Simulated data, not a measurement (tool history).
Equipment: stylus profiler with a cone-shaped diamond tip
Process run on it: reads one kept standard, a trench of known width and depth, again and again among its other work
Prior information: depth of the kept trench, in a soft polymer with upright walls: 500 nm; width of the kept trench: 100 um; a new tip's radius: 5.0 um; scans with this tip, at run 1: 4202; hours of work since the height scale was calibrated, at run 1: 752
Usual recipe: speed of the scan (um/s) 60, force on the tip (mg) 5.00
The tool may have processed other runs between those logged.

| run | day | speed of the scan (um/s) | force on the tip (mg) | scans with this tip | hours of work since the height scale was calibrated | depth of the trench (angstrom) | width of the trench's floor (µm) |
|---|---|---|---|---|---|---|---|
| 1 | 0.000 | 60 | 5.00 | 4202 | 752 | 5114.4 | 94.88 |
| 2 | 1.312 | 60 | 5.00 | 4342 | 777 | 5116.8 | 94.88 |
| 3 | 2.442 | 34 | 5.00 | 4464 | 799 | 5115.7 | 94.89 |
| 4 | 3.304 | 34 | 5.00 | 4556 | 815 | 5118.4 | 94.89 |
| 5 | 4.662 | 60 | 2.03 | 4701 | 841 | 5072.7 | 94.73 |
| 6 | 6.317 | 60 | 2.03 | 4879 | 873 | 5073.9 | 94.71 |
| 7 | 7.258 | 60 | 2.98 | 4979 | 891 | 5087.9 | 94.75 |
| 8 | 8.508 | 60 | 2.98 | 5113 | 915 | 5091.1 | 94.72 |
| 9 | 9.438 | 60 | 5.00 | 5213 | 933 | 5120.1 | 94.73 |
| 10 | 10.667 | 60 | 5.00 | 5344 | 956 | 5119.9 | 94.73 |
| 11 | 11.888 | 33 | 5.00 | 5475 | 980 | 5121.8 | 94.72 |
| 12 | 13.012 | 33 | 5.00 | 5595 | 1001 | 5121.3 | 94.75 |
| 13 | 14.271 | 60 | 5.00 | 5730 | 1025 | 5121.4 | 94.69 |
| 14 | 15.350 | 31 | 5.00 | 5846 | 1046 | 5122.0 | 94.79 |
| 15 | 17.246 | 31 | 5.00 | 6049 | 1082 | 5121.0 | 94.68 |
| 16 | 18.500 | 31 | 5.00 | 6183 | 1106 | 5124.0 | 94.73 |
|  | 18.683 | height scale calibrated on a step standard |
| 17 | 19.971 | 60 | 4.61 | 6338 | 25 | 5128.6 | 94.60 |
| 18 | 21.704 | 60 | 12.86 | 6524 | 58 | 5218.4 | 94.66 |
|  | 22.158 | height scale calibrated on a step standard, once more |
| 19 | 22.858 | 60 | 5.00 | 6645 | 13 | 5100.7 | 94.54 |
| 20 | 23.967 | 101 | 5.00 | 6764 | 35 | 5104.3 | 94.46 |
| 21 | 25.162 | 101 | 5.00 | 6892 | 58 | 5104.8 | 94.43 |
| 22 | 26.221 | 101 | 5.00 | 7005 | 78 | 5102.0 | 94.46 |
| 23 | 28.071 | 101 | 5.00 | 7203 | 113 | 5100.3 | 94.46 |
| 24 | 28.950 | 101 | 8.41 | 7297 | 130 | 5142.7 | 94.44 |
| 25 | 30.867 | 101 | 8.41 | 7502 | 167 | 5144.4 | 94.40 |
| 26 | 32.704 | 30 | 4.41 | 7699 | 202 | 5098.7 | 94.54 |
| 27 | 34.075 | 234 | 8.71 | 7846 | 228 | 5149.7 | 94.19 |
| 28 | 35.075 | 147 | 1.87 | 7953 | 248 | 5060.4 | 94.09 |
| 29 | 36.383 | 25 | 10.92 | 8093 | 273 | 5172.2 | 94.49 |
| 30 | 38.254 | 17 | 5.00 | 8293 | 308 | 5107.0 | 94.47 |
| 31 | 39.479 | 17 | 2.78 | 8425 | 332 | 5073.0 | 94.46 |
| 32 | 40.608 | 224 | 1.97 | 8546 | 354 | 5063.0 | 93.77 |
| 33 | 41.733 | 224 | 2.98 | 8666 | 375 | 5077.5 | 93.93 |
| 34 | 42.742 | 224 | 12.10 | 8774 | 394 | 5184.5 | 94.17 |
| 35 | 43.600 | 224 | 12.10 | 8866 | 411 | 5188.4 | 94.20 |
| 36 | 45.304 | 224 | 12.10 | 9049 | 444 | 5188.2 | 94.12 |
| 37 | 47.058 | 232 | 14.02 | 9236 | 477 | 5211.1 | 94.15 |
| 38 | 48.229 | 25 | 3.01 | 9362 | 500 | 5081.8 | 94.31 |
| 39 | 50.079 | 25 | 3.01 | 9560 | 535 | 5082.7 | 94.28 |
| 40 | 50.929 | 25 | 3.01 | 9651 | 551 | 5082.3 | 94.26 |

Run 41, settings as shown, results not yet in. Your forecast:
| 41 | 52.092 | 27 | 2.41 | 9775 | 574 | ? | ? |

{"run 41": {"depth of the trench (angstrom)": 5071.0, "width of the trench's floor (µm)": 94.25}}
If the tool had no hidden condition, the same run with the same run-to-run variation would have returned depth of the trench (angstrom) 5057.7, width of the trench's floor (µm) 95.54.

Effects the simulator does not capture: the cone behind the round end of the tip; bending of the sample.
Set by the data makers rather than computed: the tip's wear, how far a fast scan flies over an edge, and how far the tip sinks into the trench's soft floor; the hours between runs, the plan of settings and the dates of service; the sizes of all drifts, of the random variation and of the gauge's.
